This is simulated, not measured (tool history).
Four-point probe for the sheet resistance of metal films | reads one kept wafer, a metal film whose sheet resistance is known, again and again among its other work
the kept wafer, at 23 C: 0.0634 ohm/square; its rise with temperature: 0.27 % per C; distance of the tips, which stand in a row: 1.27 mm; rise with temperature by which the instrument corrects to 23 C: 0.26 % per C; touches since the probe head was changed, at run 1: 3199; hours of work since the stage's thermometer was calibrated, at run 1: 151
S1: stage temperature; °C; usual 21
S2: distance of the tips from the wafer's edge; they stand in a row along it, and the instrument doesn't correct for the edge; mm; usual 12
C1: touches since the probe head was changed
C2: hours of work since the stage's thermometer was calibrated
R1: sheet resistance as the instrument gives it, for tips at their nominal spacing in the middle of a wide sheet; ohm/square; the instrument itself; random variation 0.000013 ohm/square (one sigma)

| run | day | S1 | S2 | C1 | C2 | R1 |
|---|---|---|---|---|---|---|
| 1 | 0.000 | 21 | 12 | 3199 | 151 | 0.063631 |
| 2 | 0.421 | 19 | 12 | 3417 | 156 | 0.063632 |
| 3 | 1.042 | 19 | 12 | 3737 | 164 | 0.063610 |
| 4 | 1.862 | 19 | 12 | 4161 | 174 | 0.063633 |
| 5 | 2.221 | 21 | 12 | 4347 | 178 | 0.063653 |
| 6 | 2.912 | 21 | 12 | 4703 | 187 | 0.063637 |
| 7 | 3.688 | 21 | 12 | 5104 | 197 | 0.063613 |
| 8 | 4.038 | 22 | 12 | 5286 | 201 | 0.063643 |
| 9 | 4.846 | 22 | 12 | 5704 | 211 | 0.063640 |
| 10 | 5.421 | 21 | 12 | 6001 | 218 | 0.063636 |
| 11 | 5.800 | 21 | 12 | 6196 | 223 | 0.063641 |
| 12 | 6.592 | 21 | 12 | 6605 | 233 | 0.063634 |
| 13 | 7.446 | 21 | 12 | 7046 | 244 | 0.063616 |
| 14 | 7.979 | 21 | 12 | 7323 | 250 | 0.063611 |
| 15 | 8.738 | 21 | 12 | 7715 | 260 | 0.063609 |
| 16 | 9.104 | 23 | 12 | 7904 | 264 | 0.063631 |
| 17 | 9.921 | 23 | 12 | 8325 | 275 | 0.063650 |
| 18 | 10.658 | 21 | 20 | 8707 | 284 | 0.063408 |
| 19 | 11.075 | 21 | 43 | 8923 | 289 | 0.063268 |
| 20 | 11.558 | 21 | 12 | 9173 | 295 | 0.063605 |
| 21 | 11.938 | 23 | 12 | 9367 | 300 | 0.063654 |
| 22 | 12.408 | 21 | 12 | 9611 | 306 | 0.063617 |
| 23 | 12.883 | 19 | 12 | 9857 | 312 | 0.063581 |
| 24 | 13.588 | 35 | 49 | 10222 | 321 | 0.063392 |
| 25 | 14.325 | 35 | 49 | 10602 | 330 | 0.063390 |
| 26 | 15.012 | 26 | 50 | 10958 | 338 | 0.063299 |
| 27 | 15.817 | 32 | 10 | 11373 | 348 | 0.063873 |
| 28 | 16.525 | 26 | 10 | 11739 | 357 | 0.063820 |
| 29 | 17.396 | 26 | 10 | 12189 | 368 | 0.063832 |
| 30 | 17.829 | 21 | 24 | 12413 | 374 | 0.063334 |
| 31 | 18.421 | 23 | 25 | 12719 | 381 | 0.063314 |
| 32 | 19.146 | 31 | 6 | 13094 | 390 | 0.064821 |
| 33 | 19.600 | 20 | 39 | 13328 | 396 | 0.063256 |
| 34 | 20.029 | 22 | 3 | 13550 | 401 | 0.068752 |
| 35 | 20.671 | 19 | 35 | 13883 | 409 | 0.063238 |
| 36 | 21.529 | 19 | 35 | 14326 | 420 | 0.063245 |
| 37 | 21.971 | 23 | 26 | 14553 | 425 | 0.063319 |
| 38 | 22.362 | 21 | 8 | 14757 | 430 | 0.064068 |
| 39 | 23.175 | 21 | 7 | 15177 | 440 | 0.064335 |
| 40 | 23.754 | 20 | 4 | 15475 | 448 | 0.066484 |
| 41 | 24.304 | 24 | 37 | 15760 | 455 | 0.063285 |
| 42 | 24.750 | 24 | 37 | 15990 | 460 | 0.063286 |
| 43 | 25.404 | 24 | 37 | 16328 | 468 | 0.063253 |
| 44 | 25.988 | 24 | 37 | 16629 | 476 | 0.063276 |

Forecast each of these 4 alternatives for the next run:
| A | 26.600 | 30 | 29 | 16946 | 483 | ? |
| B | 26.600 | 23 | 54 | 16946 | 483 | ? |
| C | 26.600 | 18 | 5 | 16946 | 483 | ? |
| D | 26.600 | 29 | 22 | 16946 | 483 | ? |

| run | R1 |
|---|---|
| A | 0.063373 |
| B | 0.063248 |
| C | 0.065314 |
| D | 0.063391 |
Without the tool's hidden state the same runs would have given:
| run | R1 |
|---|---|
| A | 0.063544 |
| B | 0.063418 |
| C | 0.065490 |
| D | 0.063561 |
